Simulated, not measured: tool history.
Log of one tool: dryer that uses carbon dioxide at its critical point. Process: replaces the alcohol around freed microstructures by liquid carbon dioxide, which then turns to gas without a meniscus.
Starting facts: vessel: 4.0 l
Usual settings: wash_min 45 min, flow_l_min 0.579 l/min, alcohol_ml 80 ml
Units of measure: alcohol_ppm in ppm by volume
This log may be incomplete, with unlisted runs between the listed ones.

{"run": 1, "day": 0.0, "wash_min": 45, "flow_l_min": 0.579, "alcohol_ml": 80, "alcohol_ppm": 245}
{"run": 2, "day": 0.288, "wash_min": 37, "flow_l_min": 0.579, "alcohol_ml": 80, "alcohol_ppm": 513}
{"day": 0.617, "done": "inlet filter changed"}
{"run": 3, "day": 0.712, "wash_min": 45, "flow_l_min": 0.579, "alcohol_ml": 80, "alcohol_ppm": 202}
{"run": 4, "day": 1.054, "wash_min": 45, "flow_l_min": 0.579, "alcohol_ml": 21, "alcohol_ppm": 69}
{"run": 5, "day": 1.371, "wash_min": 45, "flow_l_min": 0.579, "alcohol_ml": 91, "alcohol_ppm": 226}
{"run": 6, "day": 1.558, "wash_min": 45, "flow_l_min": 0.579, "alcohol_ml": 91, "alcohol_ppm": 229}
{"run": 7, "day": 1.829, "wash_min": 45, "flow_l_min": 0.401, "alcohol_ml": 80, "alcohol_ppm": 770}
{"run": 8, "day": 2.012, "wash_min": 53, "flow_l_min": 0.748, "alcohol_ml": 21, "alcohol_ppm": 32}
{"run": 9, "day": 2.258, "wash_min": 29, "flow_l_min": 0.748, "alcohol_ml": 24, "alcohol_ppm": 127}
{"run": 10, "day": 2.446, "wash_min": 69, "flow_l_min": 0.579, "alcohol_ml": 85, "alcohol_ppm": 36}
{"run": 11, "day": 2.758, "wash_min": 69, "flow_l_min": 0.379, "alcohol_ml": 27, "alcohol_ppm": 75}
{"run": 12, "day": 2.983, "wash_min": 69, "flow_l_min": 0.379, "alcohol_ml": 27, "alcohol_ppm": 84}
{"run": 13, "day": 3.171, "wash_min": 42, "flow_l_min": 0.741, "alcohol_ml": 40, "alcohol_ppm": 54}
{"run": 14, "day": 3.408, "wash_min": 66, "flow_l_min": 0.579, "alcohol_ml": 35, "alcohol_ppm": 35}

Same runs, no hidden state in the tool, same run-to-run variation:
Hidden conditions of the tool in this case: flow that reaches the vessel past the clogged filter, %; alcohol in the recycled carbon dioxide, ppm; drift of the gauge itself on alcohol_ppm, %.
run=1 alcohol_ppm=172
run=2 alcohol_ppm=386
run=3 alcohol_ppm=181
run=4 alcohol_ppm=52
run=5 alcohol_ppm=201
run=6 alcohol_ppm=203
run=7 alcohol_ppm=727
run=8 alcohol_ppm=15
run=9 alcohol_ppm=103
run=10 alcohol_ppm=16
run=11 alcohol_ppm=52
run=12 alcohol_ppm=61
run=13 alcohol_ppm=31
run=14 alcohol_ppm=14
